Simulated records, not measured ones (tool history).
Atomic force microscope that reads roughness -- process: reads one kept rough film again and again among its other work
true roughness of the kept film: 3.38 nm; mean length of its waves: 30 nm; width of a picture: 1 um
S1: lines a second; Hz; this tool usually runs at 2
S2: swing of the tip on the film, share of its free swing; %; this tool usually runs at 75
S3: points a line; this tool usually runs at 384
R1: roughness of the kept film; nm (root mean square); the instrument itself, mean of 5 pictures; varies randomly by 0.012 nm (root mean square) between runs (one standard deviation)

run   hour    S1  S2   S3     R1
  1      0     2  75  384  2.894
  2    6.3     2  75  384  2.881
  3   10.7     2  75  384  2.898
  4   19.6     2  75  384  2.891
  5   25.7     2  75  384  2.883
  6   30.8  0.89  75  384   2.94
      37.3  -- new tip fitted
  7   37.3  0.89  75  384  2.997
  8   45.9  0.89  75  384  2.947
  9   50.9     2  88  384  2.775
 10   58.9     2  75  384  2.899
 11     67     2  75  384  2.887
 12   72.6     2  75  384   2.87
 13     78     2  75  384  2.876
 14   82.7     2  75  384  2.898
 15   88.3     2  75  384  2.904
 16   95.4     2  75  384  2.883
 17  102.3     2  83  384  2.808
 18  109.7     2  83  384  2.824
 19  118.2     2  83  384   2.83
     119.7  -- new tip fitted
 20  124.8     2  83  384  2.807
 21    132     2  83  384  2.804
 22  138.7     2  83  384   2.84
 23  145.5     2  69  384  2.929
 24  151.7     2  69  384  2.923
 25    156     2  69  384  2.946
 26  162.5     2  69  384  2.904
 27  169.6     2  75  384  2.894
 28  179.9     2  75  846  2.906
 29  184.9  1.27  66  737  2.978
 30  193.6  1.12  60  268  2.981
 31    200  1.87  75  277  2.881
     202.2  -- new tip fitted
 32  206.9  3.45  63  277  2.896
 33  212.6  0.69  74  598  3.001
 34    222  0.69  74  598  3.005
 35  228.8  0.69  74  631  3.009
 36    234  3.06  86  377  2.682
 37    243  3.06  86  377  2.677
 38  251.2  3.06  86  377  2.664
 39  260.6  0.54  86  984  2.957
 40    267  2.58  75  471  2.845
 41  273.7  1.06  85  612  2.908
 42  282.6  2.37  69  481  2.902
     284.9  -- new tip fitted
 43  291.9  1.45  75  421  2.928
 44  297.3   0.8  85  732  2.958
 45  305.5  1.18  85  313  2.861
 46  312.6  1.18  85  313  2.857
 47  317.4     2  65  645  2.979
 48  324.3     2  65  645  2.966
 49  334.3     2  65  645  2.967
 50  341.4     2  75  320  2.858
 51  348.4     2  61  272  2.929
 52    357   0.6  80  710  2.975
 53  361.4     2  68  384  2.927

4 ways to go on from here, each from the tool as it stands after run 53. What would each give?
     367.4  -- new tip fitted
  A  368.5  1.24  68  384   ?
     367.4  -- new tip fitted
  B  368.5  0.51  75  568   ?
     367.4  -- new tip fitted
  C  368.5     2  68  454   ?
     367.4  -- new tip fitted
  D  368.5  1.31  58  429   ?

run     R1
  A  2.975
  B  3.018
  C  2.975
  D  3.035
With no hidden state in the tool, these same runs would have given:
run     R1
  A  2.975
  B  3.018
  C  2.975
  D  3.035
